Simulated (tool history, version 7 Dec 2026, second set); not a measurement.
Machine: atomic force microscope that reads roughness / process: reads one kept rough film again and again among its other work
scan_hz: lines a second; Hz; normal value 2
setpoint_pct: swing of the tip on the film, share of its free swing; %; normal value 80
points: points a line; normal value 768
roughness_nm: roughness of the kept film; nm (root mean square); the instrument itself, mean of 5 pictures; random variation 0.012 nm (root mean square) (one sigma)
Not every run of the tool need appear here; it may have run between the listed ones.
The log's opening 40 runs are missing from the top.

-- hour=1317 new tip fitted
run 41 hour=1338.8 | scan_hz=0.98 setpoint_pct=80 points=687 | roughness_nm=2.801
run 42 hour=1370.5 | scan_hz=0.62 setpoint_pct=74 points=725 | roughness_nm=2.68
run 43 hour=1397.7 | scan_hz=2 setpoint_pct=66 points=768 | roughness_nm=2.371
run 44 hour=1434.6 | scan_hz=1.67 setpoint_pct=74 points=768 | roughness_nm=2.095
run 45 hour=1461.6 | scan_hz=2 setpoint_pct=68 points=768 | roughness_nm=2.015
-- hour=1476.6 new tip fitted
run 46 hour=1491.1 | scan_hz=3.69 setpoint_pct=80 points=768 | roughness_nm=2.318
run 47 hour=1517.6 | scan_hz=3.69 setpoint_pct=80 points=768 | roughness_nm=2.088
run 48 hour=1547.4 | scan_hz=3.77 setpoint_pct=75 points=847 | roughness_nm=2.032
run 49 hour=1589.1 | scan_hz=3.77 setpoint_pct=75 points=847 | roughness_nm=1.813
run 50 hour=1610.6 | scan_hz=3.77 setpoint_pct=75 points=847 | roughness_nm=1.718

Alternative continuations, all from the tool just after run 50; predict every row:
-- hour=1638 new tip fitted
run A hour=1648.6 | scan_hz=3.77 setpoint_pct=75 points=902 | roughness_nm=?
-- hour=1638 new tip fitted
run B hour=1648.6 | scan_hz=2 setpoint_pct=63 points=620 | roughness_nm=?
-- hour=1638 new tip fitted
run C hour=1648.6 | scan_hz=2 setpoint_pct=72 points=586 | roughness_nm=?
-- hour=1638 new tip fitted
run D hour=1648.6 | scan_hz=2.52 setpoint_pct=89 points=590 | roughness_nm=?
-- hour=1638 new tip fitted
run E hour=1648.6 | scan_hz=1.43 setpoint_pct=75 points=668 | roughness_nm=?

run=A roughness_nm=2.466
run=B roughness_nm=2.96
run=C roughness_nm=2.845
run=D roughness_nm=2.302
run=E roughness_nm=2.885
With no hidden state in the tool, these same runs would have given:
run=A roughness_nm=2.575
run=B roughness_nm=3.09
run=C roughness_nm=2.97
run=D roughness_nm=2.402
run=E roughness_nm=3.011
